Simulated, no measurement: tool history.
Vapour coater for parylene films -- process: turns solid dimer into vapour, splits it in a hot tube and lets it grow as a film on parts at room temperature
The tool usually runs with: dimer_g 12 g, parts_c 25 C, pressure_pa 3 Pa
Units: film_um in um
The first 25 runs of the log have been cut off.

run	hour	dimer_g	parts_c	pressure_pa	film_um
26	456.6	6	20	4.47	4.89
27	483.2	5	25	5.11	3.34
28	505.2	8	22	5.11	6.05
29	523.2	7	22	5.11	5.15
# hour 544.7: trap's valve overhauled
30	550.1	7	25	11.06	3.98
31	574.5	18	23	2.25	15.47
32	586.1	18	23	2.25	15.49
33	599.7	18	23	2.25	15.61
34	626.5	18	23	2.25	15.53
35	649.7	14	25	3	10.69
36	675.9	7	25	6.23	4.45
37	691	10	17	3.49	9.58
38	706.8	21	28	9.57	11.08
39	724.5	21	28	9.57	11.16
40	740.9	7	35	3	3.88
41	754.4	7	35	3	3.88
42	773.3	12	22	6.44	8.52
43	784.7	9	35	4.04	4.67
44	801.7	9	35	4.04	4.61
45	814.1	9	35	4.04	4.61
46	828.6	18	18	3	16.97
47	842.8	16	31	4.43	9.06

4 options for the next run, each taken on its own from the tool as it stands now. Forecast them:
A	856.2	5	19	9.26	?
B	856.2	9	25	3	?
C	856.2	16	25	3	?
D	856.2	6	23	7.6	?

run	film_um
A	3.57
B	6.82
C	12.23
D	3.92
With the hidden condition removed and each run's random variation left untouched, the same runs would have given:
run	film_um
A	3.58
B	6.84
C	12.26
D	3.93
